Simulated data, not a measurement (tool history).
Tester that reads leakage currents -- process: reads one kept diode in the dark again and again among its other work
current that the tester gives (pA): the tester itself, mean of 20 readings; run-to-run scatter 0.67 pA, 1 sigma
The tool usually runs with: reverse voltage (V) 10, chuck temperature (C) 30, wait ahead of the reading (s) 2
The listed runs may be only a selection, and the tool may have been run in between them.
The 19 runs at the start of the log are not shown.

run    hour  reverse voltage (V)  chuck temperature (C)  wait ahead of the reading (s)  current that the tester gives (pA)
 20  2415.8                  6.9                     30                           4.84                               211.3
 21  2549.5                  4.9                     38                           7.17                              323.87
 22    2636                   10                     20                              2                              123.78
 23  2763.8                   10                     20                              2                              124.58
 24  2895.3                 19.5                     48                              2                             1055.54
 25  2990.7                  9.1                     44                           0.88                              617.05
 26  3142.3                  6.3                     44                           0.65                              547.11
 27  3267.9                  6.3                     44                           0.65                              548.61
     3334.4  -- chuck's temperature calibrated
 28  3376.1                  6.3                     44                           0.65                              511.39
 29    3506                  2.1                     57                           0.43                               767.5
 30  3626.3                 10.6                     30                           9.84                              249.54
 31  3779.5                 10.6                     30                           9.84                              250.96
 32  3933.3                 10.6                     30                           9.84                              252.98
 33  4086.7                  1.4                     39                           4.22                              215.97
 34  4178.1                 12.7                     30                              2                              280.39
 35  4341.7                  9.8                     41                           1.44                              519.05
     4469.6  -- probe card cleaned and baked
 36  4489.2                  9.8                     41                           1.44                              507.98

3 options for the next run, each taken on its own from the tool as it stands now. Forecast them:
  A  4616.1                  9.8                     38                           1.44                                   ?
  B  4616.1                  6.1                     55                           4.21                                   ?
  C  4616.1                  7.4                     30                           1.72                                   ?

run  current that the tester gives (pA)
  A                              418.54
  B                              1041.5
  C                              216.03
With the hidden condition removed and each run's random variation left untouched, the same runs would have given:
run  current that the tester gives (pA)
  A                              386.06
  B                              967.44
  C                              198.49
